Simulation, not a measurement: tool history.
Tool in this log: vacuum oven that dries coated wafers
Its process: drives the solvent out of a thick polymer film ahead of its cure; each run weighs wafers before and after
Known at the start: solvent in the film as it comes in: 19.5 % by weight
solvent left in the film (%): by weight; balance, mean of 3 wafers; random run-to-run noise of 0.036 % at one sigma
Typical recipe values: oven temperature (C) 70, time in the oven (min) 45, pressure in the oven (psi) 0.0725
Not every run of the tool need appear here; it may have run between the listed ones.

run	day	oven temperature (C)	time in the oven (min)	pressure in the oven (psi)	solvent left in the film (%)
1	0	70	45	0.0725	3.17
2	0.658	70	45	0.0725	3.23
3	2.05	70	45	0.0725	3.1
4	3.171	70	45	0.0725	3.23
5	3.921	70	45	0.0725	3.27
6	4.942	70	45	0.0725	3.24
7	6.125	70	45	0.0725	3.18
8	7.479	70	30	0.0725	5.33
9	8.062	70	45	0.0725	3.24
10	9.458	70	45	0.0725	3.18
11	10.142	65	45	0.0725	5.49
12	10.767	65	45	0.0725	5.47
13	11.433	70	49	0.0725	2.8
# day 11.592: vacuum gauge cleaned of residue and calibrated
14	12.658	70	52	0.0725	2.62
15	13.883	70	52	0.0725	2.54
16	14.9	58	52	0.0725	8.24
17	15.504	58	27	0.0725	11.24
18	16.8	58	27	0.0725	11.34
# day 17.525: vacuum gauge cleaned of residue and calibrated, once more
19	17.829	85	45	0.0725	0.17
20	18.554	70	45	0.1684	3.48
21	19.638	70	45	0.1684	3.49
22	20.275	70	45	0.1684	3.53
23	21.204	70	45	0.1684	3.37
24	22.171	70	45	0.1684	3.52
25	22.854	70	45	0.1684	3.37
26	23.683	70	24	0.0438	6.71
27	25.062	83	24	0.0564	1.38
28	26.1	83	27	0.0396	1.04
29	27.383	83	27	0.0396	1.07
30	28.071	60	53	0.1894	7.54

Forecast run 31:
31	29.033	69	41	0.0725	?

{"run 31": {"solvent left in the film (%)": 4.24}}
Without the tool's hidden state the same run would have given solvent left in the film (%) 3.74.
